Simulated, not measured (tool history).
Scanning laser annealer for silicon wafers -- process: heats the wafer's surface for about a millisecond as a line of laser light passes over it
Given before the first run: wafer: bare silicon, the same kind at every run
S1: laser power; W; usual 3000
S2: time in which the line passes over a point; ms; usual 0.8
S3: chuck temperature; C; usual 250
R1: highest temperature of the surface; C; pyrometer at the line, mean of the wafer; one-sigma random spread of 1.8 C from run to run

Run 1, hour 0: usual settings. Result: R1 1020 C.
Run 2, hour 51.5: usual settings but S1 3015 W. Result: R1 1027 C.
Run 3, hour 121.1: usual settings but S1 3015 W. Result: R1 1028 C.
Run 4, hour 160.9: usual settings but S2 0.574 ms. Result: R1 913 C.
Run 5, hour 211: usual settings but S2 0.574 ms. Result: R1 909 C.
Run 6, hour 287.3: usual settings but S3 243 C. Result: R1 1011 C.
Run 7, hour 342.7: usual settings. Result: R1 1016 C.
Run 8, hour 390.5: usual settings but S3 262 C. Result: R1 1029 C.
Run 9, hour 432: usual settings but S3 262 C. Result: R1 1029 C.
Run 10, hour 483.6: usual settings but S1 2789 W, S2 0.612 ms, S3 252 C. Result: R1 882 C.
Run 11, hour 521.9: usual settings but S2 0.797 ms, S3 256 C. Result: R1 1017 C.

What does the tool deliver on the next run?
Run 12, hour 562.3: usual settings but S1 2719 W, S2 0.75 ms, S3 220 C. Result: R1 ?.

For run 12 the tool returned R1 896 C.
Take away the tool's hidden state, keep the run-to-run variation as it was, and the same run would have given R1 917 C.
